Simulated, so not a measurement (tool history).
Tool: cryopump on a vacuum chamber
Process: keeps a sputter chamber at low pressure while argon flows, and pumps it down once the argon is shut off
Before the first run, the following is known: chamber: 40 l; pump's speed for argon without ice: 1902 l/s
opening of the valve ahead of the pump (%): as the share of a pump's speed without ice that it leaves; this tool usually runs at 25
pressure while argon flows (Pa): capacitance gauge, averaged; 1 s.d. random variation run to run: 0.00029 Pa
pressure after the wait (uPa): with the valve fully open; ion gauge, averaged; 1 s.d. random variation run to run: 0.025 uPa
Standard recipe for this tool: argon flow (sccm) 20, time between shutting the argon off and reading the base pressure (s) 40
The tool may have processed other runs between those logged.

run	hour	argon flow (sccm)	time between shutting the argon off and reading the base pressure (s)	opening of the valve ahead of the pump (%)	pressure while argon flows (Pa)	pressure after the wait (uPa)
1	0.0	20	40	25	0.0721	1.37
2	27.6	20	40	25	0.0720	1.33
3	56.8	20	40	25	0.0725	1.38
4	79.6	20	40	25	0.0720	1.40
5	104.6	20	40	25	0.0717	1.42
6	125.6	20	40	25	0.0724	1.40
7	159.3	20	40	48	0.0382	1.43
8	195.5	20	40	48	0.0384	1.45
9	213.9	20	20	48	0.0380	2.33
10	250.6	20	20	48	0.0386	2.39
11	279.3	20	20	48	0.0387	2.36
12	313.3	20	20	48	0.0383	2.38
13	349.9	20	20	48	0.0384	2.36
14	371.4	20	20	48	0.0382	2.38
15	396.9	20	40	40	0.0463	1.44
16	424.5	20	275	25	0.0723	0.64
17	439.5	20	40	48	0.0388	1.44
18	461.1	20	228	32	0.0573	0.72
19	494.4	20	206	25	0.0733	0.70
20	519.5	20	206	25	0.0728	0.74
21	549.9	9	40	28	0.0297	1.50
22	582.4	9	40	28	0.0297	1.49
23	601.0	13	177	28	0.0428	0.72
24	630.1	13	177	29	0.0411	0.74
25	660.3	16	66	42	0.0359	1.13
26	696.5	18	32	42	0.0400	1.72
27	717.3	21	40	25	0.0775	1.54
28	747.8	35	238	17	0.1875	0.76
29	764.7	35	238	17	0.1873	0.76
30	786.6	35	238	17	0.1874	0.75
31	819.3	8	49	40	0.0190	1.37
32	847.9	8	236	43	0.0180	0.74
33	871.2	19	43	33	0.0534	1.51
34	900.7	19	43	33	0.0537	1.48

Branching from run 34: 3 alternative next runs. What would each branch give?
A	931.3	14	88	25	?	?
B	931.3	26	133	25	?	?
C	931.3	32	35	25	?	?

run	pressure while argon flows (Pa)	pressure after the wait (uPa)
A	0.0517	1.03
B	0.0964	0.87
C	0.1189	1.73
Without the tool's unlogged condition, the same runs would have read:
run	pressure while argon flows (Pa)	pressure after the wait (uPa)
A	0.0496	0.58
B	0.0925	0.42
C	0.1141	1.28
